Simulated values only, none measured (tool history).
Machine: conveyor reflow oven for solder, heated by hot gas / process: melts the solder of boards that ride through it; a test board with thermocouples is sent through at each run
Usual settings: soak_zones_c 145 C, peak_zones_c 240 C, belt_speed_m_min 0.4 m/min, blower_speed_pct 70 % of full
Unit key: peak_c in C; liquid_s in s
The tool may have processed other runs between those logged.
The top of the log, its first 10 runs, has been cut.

run	hour	soak_zones_c	peak_zones_c	belt_speed_m_min	blower_speed_pct	peak_c	liquid_s
11	245.3	145	240	0.4	70	225.81	90.7
12	261.3	142	240	0.4	70	225.33	88.5
13	288.9	145	240	0.4	70	225.76	90.5
14	311.7	145	246	0.4	70	231.35	94.4
15	332.3	145	246	0.4	57	228.94	92.8
16	350.9	145	246	0.4	57	228.73	92.8
17	376.9	153	251	0.442	90	236.42	92.1
18	399.9	144	240	0.45	70	221.95	76.6
19	414.8	145	240	0.4	81	227.35	91.9
20	438.2	145	240	0.347	53	227.21	106.1
21	453.4	145	240	0.347	53	227.07	105.6
22	469.2	145	240	0.436	53	219.88	76.9
23	500.8	145	240	0.352	54	227.02	104
24	531.3	155	247	0.4	64	232.76	100.7
25	544.3	145	231	0.4	74	218.41	84.1
# hour 564.7: flux residue cleaned out of gas plates and filters
26	569.5	134	253	0.386	59	235.07	95.7
27	590.9	145	240	0.444	78	223.84	79.7
28	612.7	160	240	0.418	78	227.99	96.3
29	626.5	160	240	0.418	78	227.99	96.3
30	654.8	152	245	0.4	70	231.37	98.3
31	669.1	152	245	0.4	70	231.29	98.2

Consider 3 possible next runs. They are alternatives, not a sequence: every one starts from the tool as it was left by run 31. What does each give?
A	694.3	158	250	0.4	69	?	?
B	694.3	145	240	0.4	56	?	?
C	694.3	152	240	0.478	51	?	?

run	peak_c	liquid_s
A	236.57	104.8
B	223.59	88.2
C	217.62	71.1
Without the tool's unlogged condition, the same runs would have read:
run	peak_c	liquid_s
A	236.54	104.8
B	223.56	88.2
C	217.59	71.1
